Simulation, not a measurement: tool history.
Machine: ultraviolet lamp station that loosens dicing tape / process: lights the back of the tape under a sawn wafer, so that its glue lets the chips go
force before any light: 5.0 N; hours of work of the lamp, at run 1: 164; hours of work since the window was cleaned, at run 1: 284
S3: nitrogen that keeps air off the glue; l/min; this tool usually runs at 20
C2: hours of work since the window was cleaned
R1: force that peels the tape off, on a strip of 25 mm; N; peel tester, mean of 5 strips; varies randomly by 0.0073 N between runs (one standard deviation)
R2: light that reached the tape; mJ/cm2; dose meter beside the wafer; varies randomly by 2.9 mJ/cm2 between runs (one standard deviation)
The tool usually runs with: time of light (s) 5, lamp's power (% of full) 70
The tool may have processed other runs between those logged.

{"run": 1, "hour": 0.0, "time of light (s)": 5, "lamp's power (% of full)": 70, "S3": 20, "hours of work of the lamp": 164, "C2": 284, "R1": 0.357, "R2": 354}
{"run": 2, "hour": 5.5, "time of light (s)": 5, "lamp's power (% of full)": 70, "S3": 20, "hours of work of the lamp": 168, "C2": 288, "R1": 0.354, "R2": 351}
{"run": 3, "hour": 9.4, "time of light (s)": 5, "lamp's power (% of full)": 100, "S3": 20, "hours of work of the lamp": 170, "C2": 291, "R1": 0.217, "R2": 501}
{"run": 4, "hour": 13.7, "time of light (s)": 5, "lamp's power (% of full)": 100, "S3": 20, "hours of work of the lamp": 173, "C2": 294, "R1": 0.212, "R2": 506}
{"run": 5, "hour": 18.7, "time of light (s)": 5, "lamp's power (% of full)": 70, "S3": 36, "hours of work of the lamp": 177, "C2": 297, "R1": 0.282, "R2": 350}
{"run": 6, "hour": 25.3, "time of light (s)": 5, "lamp's power (% of full)": 70, "S3": 36, "hours of work of the lamp": 182, "C2": 302, "R1": 0.288, "R2": 346}
{"run": 7, "hour": 32.8, "time of light (s)": 5, "lamp's power (% of full)": 70, "S3": 36, "hours of work of the lamp": 187, "C2": 307, "R1": 0.288, "R2": 346}
{"run": 8, "hour": 38.4, "time of light (s)": 5, "lamp's power (% of full)": 70, "S3": 36, "hours of work of the lamp": 191, "C2": 311, "R1": 0.297, "R2": 350}
{"run": 9, "hour": 43.8, "time of light (s)": 2, "lamp's power (% of full)": 70, "S3": 7, "hours of work of the lamp": 194, "C2": 315, "R1": 1.992, "R2": 135}
{"run": 10, "hour": 49.6, "time of light (s)": 2, "lamp's power (% of full)": 70, "S3": 7, "hours of work of the lamp": 199, "C2": 319, "R1": 2.005, "R2": 141}
{"run": 11, "hour": 58.8, "time of light (s)": 2, "lamp's power (% of full)": 70, "S3": 7, "hours of work of the lamp": 205, "C2": 325, "R1": 2.004, "R2": 136}

Expected results for the next run?
{"run": 12, "hour": 63.3, "time of light (s)": 7, "lamp's power (% of full)": 70, "S3": 14, "hours of work of the lamp": 208, "C2": 329, "R1": "?", "R2": "?"}

{"run 12": {"R1": 0.256, "R2": 479}}
With the hidden condition absent and the run-to-run variation left alone, this run would have shown R1 0.209 N, R2 578 mJ/cm2.

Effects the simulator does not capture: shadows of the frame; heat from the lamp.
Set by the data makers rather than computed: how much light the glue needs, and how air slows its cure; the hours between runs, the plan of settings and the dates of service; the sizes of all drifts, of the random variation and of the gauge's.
